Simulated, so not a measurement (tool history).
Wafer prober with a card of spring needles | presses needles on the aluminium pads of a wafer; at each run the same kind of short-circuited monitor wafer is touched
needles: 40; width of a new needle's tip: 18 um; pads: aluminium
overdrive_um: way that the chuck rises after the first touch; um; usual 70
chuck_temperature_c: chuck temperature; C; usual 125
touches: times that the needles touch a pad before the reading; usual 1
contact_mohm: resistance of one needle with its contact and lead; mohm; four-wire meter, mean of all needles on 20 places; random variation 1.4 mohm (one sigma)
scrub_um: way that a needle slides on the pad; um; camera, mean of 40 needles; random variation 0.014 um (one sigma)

{"run": 1, "hour": 0.0, "overdrive_um": 70, "chuck_temperature_c": 125, "touches": 1, "contact_mohm": 160, "scrub_um": 10.33}
{"hour": 9.0, "done": "height of the first contact set anew"}
{"hour": 12.1, "done": "tips cleaned on abrasive film"}
{"hour": 26.7, "done": "tips cleaned on abrasive film"}
{"run": 2, "hour": 28.7, "overdrive_um": 70, "chuck_temperature_c": 125, "touches": 1, "contact_mohm": 171, "scrub_um": 10.47}
{"hour": 40.4, "done": "tips cleaned on abrasive film"}
{"hour": 54.9, "done": "tips cleaned on abrasive film"}
{"hour": 66.6, "done": "tips cleaned on abrasive film"}
{"hour": 78.4, "done": "tips cleaned on abrasive film"}
{"hour": 90.1, "done": "tips cleaned on abrasive film"}
{"run": 3, "hour": 94.5, "overdrive_um": 70, "chuck_temperature_c": 125, "touches": 2, "contact_mohm": 172, "scrub_um": 10.43}
{"hour": 103.3, "done": "tips cleaned on abrasive film"}
{"hour": 118.0, "done": "tips cleaned on abrasive film"}
{"hour": 129.8, "done": "tips cleaned on abrasive film"}
{"hour": 141.5, "done": "tips cleaned on abrasive film"}
{"run": 4, "hour": 147.5, "overdrive_um": 87, "chuck_temperature_c": 125, "touches": 1, "contact_mohm": 194, "scrub_um": 12.95}
{"hour": 153.4, "done": "tips cleaned on abrasive film"}
{"hour": 168.1, "done": "tips cleaned on abrasive film"}
{"hour": 179.8, "done": "tips cleaned on abrasive film"}
{"hour": 194.4, "done": "tips cleaned on abrasive film"}
{"hour": 194.7, "done": "height of the first contact set anew"}
{"run": 5, "hour": 200.4, "overdrive_um": 87, "chuck_temperature_c": 125, "touches": 1, "contact_mohm": 187, "scrub_um": 13.03}
{"hour": 209.2, "done": "tips cleaned on abrasive film"}
{"hour": 221.0, "done": "tips cleaned on abrasive film"}
{"hour": 232.7, "done": "tips cleaned on abrasive film"}
{"run": 6, "hour": 240.2, "overdrive_um": 87, "chuck_temperature_c": 125, "touches": 1, "contact_mohm": 204, "scrub_um": 13.03}
{"hour": 246.1, "done": "tips cleaned on abrasive film"}
{"hour": 260.7, "done": "tips cleaned on abrasive film"}
{"hour": 275.4, "done": "tips cleaned on abrasive film"}
{"hour": 287.2, "done": "tips cleaned on abrasive film"}
{"run": 7, "hour": 287.7, "overdrive_um": 87, "chuck_temperature_c": 125, "touches": 1, "contact_mohm": 139, "scrub_um": 12.98}
{"hour": 299.3, "done": "tips cleaned on abrasive film"}
{"hour": 311.0, "done": "tips cleaned on abrasive film"}
{"hour": 322.8, "done": "tips cleaned on abrasive film"}
{"run": 8, "hour": 322.8, "overdrive_um": 87, "chuck_temperature_c": 125, "touches": 1, "contact_mohm": 129, "scrub_um": 12.95}
{"hour": 337.5, "done": "tips cleaned on abrasive film"}
{"hour": 352.2, "done": "tips cleaned on abrasive film"}
{"hour": 363.9, "done": "tips cleaned on abrasive film"}
{"run": 9, "hour": 372.0, "overdrive_um": 70, "chuck_temperature_c": 125, "touches": 1, "contact_mohm": 248, "scrub_um": 10.38}
{"hour": 378.0, "done": "tips cleaned on abrasive film"}
{"hour": 381.2, "done": "height of the first contact set anew"}
{"hour": 392.8, "done": "tips cleaned on abrasive film"}
{"hour": 406.0, "done": "tips cleaned on abrasive film"}
{"run": 10, "hour": 406.0, "overdrive_um": 70, "chuck_temperature_c": 125, "touches": 2, "contact_mohm": 136, "scrub_um": 10.47}
{"hour": 420.3, "done": "tips cleaned on abrasive film"}
{"hour": 433.8, "done": "tips cleaned on abrasive film"}
{"run": 11, "hour": 433.8, "overdrive_um": 70, "chuck_temperature_c": 125, "touches": 2, "contact_mohm": 134, "scrub_um": 10.46}
{"hour": 448.5, "done": "tips cleaned on abrasive film"}
{"hour": 460.3, "done": "tips cleaned on abrasive film"}
{"run": 12, "hour": 462.4, "overdrive_um": 70, "chuck_temperature_c": 125, "touches": 2, "contact_mohm": 156, "scrub_um": 10.44}
{"hour": 473.9, "done": "tips cleaned on abrasive film"}
{"hour": 488.3, "done": "tips cleaned on abrasive film"}
{"hour": 500.1, "done": "tips cleaned on abrasive film"}
{"hour": 512.0, "done": "tips cleaned on abrasive film"}
{"run": 13, "hour": 512.0, "overdrive_um": 78, "chuck_temperature_c": 125, "touches": 2, "contact_mohm": 130, "scrub_um": 11.59}
{"hour": 526.7, "done": "tips cleaned on abrasive film"}
{"hour": 538.5, "done": "tips cleaned on abrasive film"}
{"hour": 553.0, "done": "tips cleaned on abrasive film"}
{"run": 14, "hour": 559.4, "overdrive_um": 78, "chuck_temperature_c": 94, "touches": 2, "contact_mohm": 184, "scrub_um": 11.58}
{"hour": 565.4, "done": "tips cleaned on abrasive film"}
{"hour": 568.6, "done": "height of the first contact set anew"}
{"hour": 577.4, "done": "tips cleaned on abrasive film"}
{"hour": 589.8, "done": "tips cleaned on abrasive film"}
{"run": 15, "hour": 589.8, "overdrive_um": 78, "chuck_temperature_c": 94, "touches": 2, "contact_mohm": 125, "scrub_um": 11.69}
{"hour": 604.3, "done": "tips cleaned on abrasive film"}
{"hour": 616.1, "done": "tips cleaned on abrasive film"}
{"hour": 630.8, "done": "tips cleaned on abrasive film"}
{"hour": 642.5, "done": "tips cleaned on abrasive film"}
{"run": 16, "hour": 649.7, "overdrive_um": 78, "chuck_temperature_c": 44, "touches": 2, "contact_mohm": 171, "scrub_um": 11.64}
{"hour": 655.6, "done": "tips cleaned on abrasive film"}
{"hour": 670.3, "done": "tips cleaned on abrasive film"}
{"hour": 682.0, "done": "tips cleaned on abrasive film"}
{"hour": 693.8, "done": "tips cleaned on abrasive film"}
{"hour": 707.7, "done": "tips cleaned on abrasive film"}
{"run": 17, "hour": 707.7, "overdrive_um": 78, "chuck_temperature_c": 44, "touches": 2, "contact_mohm": 118, "scrub_um": 11.59}
{"hour": 722.3, "done": "tips cleaned on abrasive film"}
{"hour": 734.0, "done": "tips cleaned on abrasive film"}
{"hour": 748.5, "done": "tips cleaned on abrasive film"}
{"hour": 754.7, "done": "height of the first contact set anew"}
{"hour": 763.5, "done": "tips cleaned on abrasive film"}
{"run": 18, "hour": 765.1, "overdrive_um": 58, "chuck_temperature_c": 125, "touches": 1, "contact_mohm": 200, "scrub_um": 8.72}
{"hour": 776.9, "done": "tips cleaned on abrasive film"}
{"hour": 791.6, "done": "tips cleaned on abrasive film"}
{"run": 19, "hour": 799.1, "overdrive_um": 66, "chuck_temperature_c": 125, "touches": 2, "contact_mohm": 208, "scrub_um": 9.87}
{"hour": 805.0, "done": "tips cleaned on abrasive film"}
{"hour": 819.4, "done": "tips cleaned on abrasive film"}
{"hour": 831.1, "done": "tips cleaned on abrasive film"}
{"hour": 845.7, "done": "tips cleaned on abrasive film"}
{"run": 20, "hour": 851.1, "overdrive_um": 61, "chuck_temperature_c": 62, "touches": 1, "contact_mohm": 282, "scrub_um": 9.07}
{"hour": 859.9, "done": "tips cleaned on abrasive film"}
{"hour": 874.6, "done": "tips cleaned on abrasive film"}
{"hour": 889.0, "done": "tips cleaned on abrasive film"}
{"hour": 900.8, "done": "tips cleaned on abrasive film"}
{"hour": 912.5, "done": "tips cleaned on abrasive film"}
{"run": 21, "hour": 915.7, "overdrive_um": 61, "chuck_temperature_c": 62, "touches": 1, "contact_mohm": 245, "scrub_um": 9.03}
{"hour": 924.5, "done": "tips cleaned on abrasive film"}
{"hour": 939.2, "done": "tips cleaned on abrasive film"}
{"hour": 942.4, "done": "height of the first contact set anew"}
{"hour": 954.2, "done": "tips cleaned on abrasive film"}
{"run": 22, "hour": 964.2, "overdrive_um": 51, "chuck_temperature_c": 42, "touches": 2, "contact_mohm": 303, "scrub_um": 7.64}
{"hour": 967.2, "done": "tips cleaned on abrasive film"}
{"hour": 981.9, "done": "tips cleaned on abrasive film"}
{"hour": 993.6, "done": "tips cleaned on abrasive film"}
{"hour": 1008.3, "done": "tips cleaned on abrasive film"}
{"run": 23, "hour": 1016.5, "overdrive_um": 64, "chuck_temperature_c": 42, "touches": 2, "contact_mohm": 213, "scrub_um": 9.57}

Forecast each of these 5 alternatives for the next run:
{"hour": 1022.4, "done": "tips cleaned on abrasive film"}
{"hour": 1036.9, "done": "tips cleaned on abrasive film"}
{"hour": 1051.6, "done": "tips cleaned on abrasive film"}
{"hour": 1066.2, "done": "tips cleaned on abrasive film"}
{"hour": 1080.9, "done": "tips cleaned on abrasive film"}
{"run": "A", "hour": 1083.5, "overdrive_um": 58, "chuck_temperature_c": 81, "touches": 1, "contact_mohm": "?", "scrub_um": "?"}
{"hour": 1022.4, "done": "tips cleaned on abrasive film"}
{"hour": 1036.9, "done": "tips cleaned on abrasive film"}
{"hour": 1051.6, "done": "tips cleaned on abrasive film"}
{"hour": 1066.2, "done": "tips cleaned on abrasive film"}
{"hour": 1080.9, "done": "tips cleaned on abrasive film"}
{"run": "B", "hour": 1083.5, "overdrive_um": 72, "chuck_temperature_c": 40, "touches": 2, "contact_mohm": "?", "scrub_um": "?"}
{"hour": 1022.4, "done": "tips cleaned on abrasive film"}
{"hour": 1036.9, "done": "tips cleaned on abrasive film"}
{"hour": 1051.6, "done": "tips cleaned on abrasive film"}
{"hour": 1066.2, "done": "tips cleaned on abrasive film"}
{"hour": 1080.9, "done": "tips cleaned on abrasive film"}
{"run": "C", "hour": 1083.5, "overdrive_um": 64, "chuck_temperature_c": 42, "touches": 2, "contact_mohm": "?", "scrub_um": "?"}
{"hour": 1022.4, "done": "tips cleaned on abrasive film"}
{"hour": 1036.9, "done": "tips cleaned on abrasive film"}
{"hour": 1051.6, "done": "tips cleaned on abrasive film"}
{"hour": 1066.2, "done": "tips cleaned on abrasive film"}
{"hour": 1080.9, "done": "tips cleaned on abrasive film"}
{"run": "D", "hour": 1083.5, "overdrive_um": 70, "chuck_temperature_c": 82, "touches": 1, "contact_mohm": "?", "scrub_um": "?"}
{"hour": 1022.4, "done": "tips cleaned on abrasive film"}
{"hour": 1036.9, "done": "tips cleaned on abrasive film"}
{"hour": 1051.6, "done": "tips cleaned on abrasive film"}
{"hour": 1066.2, "done": "tips cleaned on abrasive film"}
{"hour": 1080.9, "done": "tips cleaned on abrasive film"}
{"run": "E", "hour": 1083.5, "overdrive_um": 62, "chuck_temperature_c": 42, "touches": 2, "contact_mohm": "?", "scrub_um": "?"}

run=A contact_mohm=222 scrub_um=8.62
run=B contact_mohm=154 scrub_um=10.71
run=C contact_mohm=167 scrub_um=9.49
run=D contact_mohm=185 scrub_um=10.41
run=E contact_mohm=169 scrub_um=9.21
Without the tool's hidden state the same runs would have given:
run=A contact_mohm=122 scrub_um=8.71
run=B contact_mohm=111 scrub_um=10.8
run=C contact_mohm=113 scrub_um=9.59
run=D contact_mohm=116 scrub_um=10.51
run=E contact_mohm=113 scrub_um=9.3

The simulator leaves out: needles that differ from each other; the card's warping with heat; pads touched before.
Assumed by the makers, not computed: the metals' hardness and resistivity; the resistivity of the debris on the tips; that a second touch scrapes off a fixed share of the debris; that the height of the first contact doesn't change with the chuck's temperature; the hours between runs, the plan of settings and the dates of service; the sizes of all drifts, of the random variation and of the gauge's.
